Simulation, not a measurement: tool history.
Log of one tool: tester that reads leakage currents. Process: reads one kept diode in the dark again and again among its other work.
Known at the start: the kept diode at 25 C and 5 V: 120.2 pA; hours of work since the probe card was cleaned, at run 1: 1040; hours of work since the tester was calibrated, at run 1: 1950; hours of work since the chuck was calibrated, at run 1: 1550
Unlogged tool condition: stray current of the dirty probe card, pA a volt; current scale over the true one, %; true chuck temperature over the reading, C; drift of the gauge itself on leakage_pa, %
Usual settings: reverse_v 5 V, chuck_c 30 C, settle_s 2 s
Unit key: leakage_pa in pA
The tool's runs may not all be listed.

| run | hour | reverse_v | chuck_c | settle_s | hours of work since the probe card was cleaned | hours of work since the tester was calibrated | hours of work since the chuck was calibrated | leakage_pa |
|---|---|---|---|---|---|---|---|---|
| 1 | 0 | 5 | 30 | 2 | 1040 | 1950 | 1550 | 176.67 |
| 2 | 60.1 | 5 | 30 | 0.48 | 1086 | 1995 | 1595 | 178.48 |
| 3 | 136.6 | 5 | 30 | 0.48 | 1143 | 2052 | 1652 | 179 |
|  | 181.1 | chuck's temperature calibrated |
| 4 | 221.8 | 5 | 30 | 4.24 | 1206 | 2115 | 31 | 176.39 |
| 5 | 290.1 | 5 | 30 | 4.24 | 1257 | 2166 | 82 | 175.64 |
| 6 | 370.1 | 5 | 30 | 2 | 1317 | 2227 | 142 | 176.37 |
| 7 | 454.2 | 5 | 30 | 2 | 1381 | 2290 | 205 | 176.71 |
| 8 | 538.3 | 5 | 30 | 2 | 1444 | 2353 | 269 | 176.76 |
| 9 | 658.8 | 5 | 30 | 2 | 1534 | 2444 | 359 | 176.63 |
| 10 | 740.6 | 5 | 53 | 2 | 1596 | 2505 | 421 | 867.27 |
| 11 | 831.8 | 5 | 30 | 2 | 1665 | 2574 | 490 | 177.34 |
| 12 | 885.1 | 5 | 30 | 2 | 1705 | 2614 | 530 | 176.64 |
| 13 | 940.5 | 5 | 30 | 2 | 1746 | 2656 | 571 | 176.06 |
| 14 | 1055.1 | 7.21 | 27 | 2.49 | 1833 | 2742 | 658 | 158.9 |
| 15 | 1144.8 | 7.21 | 27 | 0.41 | 1900 | 2810 | 725 | 162.26 |
| 16 | 1218.5 | 7.21 | 27 | 0.41 | 1956 | 2865 | 781 | 163.06 |
| 17 | 1310.9 | 7.21 | 27 | 0.41 | 2025 | 2935 | 850 | 162.23 |
|  | 1351.6 | tester calibrated |
| 18 | 1440.4 | 2.84 | 35 | 0.55 | 2121 | 67 | 946 | 210.17 |
| 19 | 1561.1 | 9.66 | 34 | 2.31 | 2212 | 158 | 1037 | 296.01 |
| 20 | 1639.2 | 2.07 | 34 | 1.7 | 2271 | 216 | 1096 | 175.11 |
| 21 | 1762.4 | 2.07 | 32 | 1.7 | 2363 | 309 | 1188 | 151.79 |
| 22 | 1819.2 | 2.07 | 47 | 1.7 | 2406 | 352 | 1231 | 433.34 |
| 23 | 1897.2 | 1.89 | 38 | 6.6 | 2465 | 411 | 1290 | 224.96 |

Consider 3 possible next runs. They are alternatives, not a sequence: every one starts from the tool as it was left by run 23. What does each give?
| A | 1976 | 1.99 | 30 | 1.3 | 2524 | 470 | 1349 | ? |
| B | 1976 | 5 | 25 | 5.69 | 2524 | 470 | 1349 | ? |
| C | 1976 | 5 | 33 | 2 | 2524 | 470 | 1349 | ? |

| run | leakage_pa |
|---|---|
| A | 128.39 |
| B | 121.06 |
| C | 220.11 |
What these runs would have given with no unlogged condition in the tool:
| run | leakage_pa |
|---|---|
| A | 128.28 |
| B | 120.95 |
| C | 219.92 |
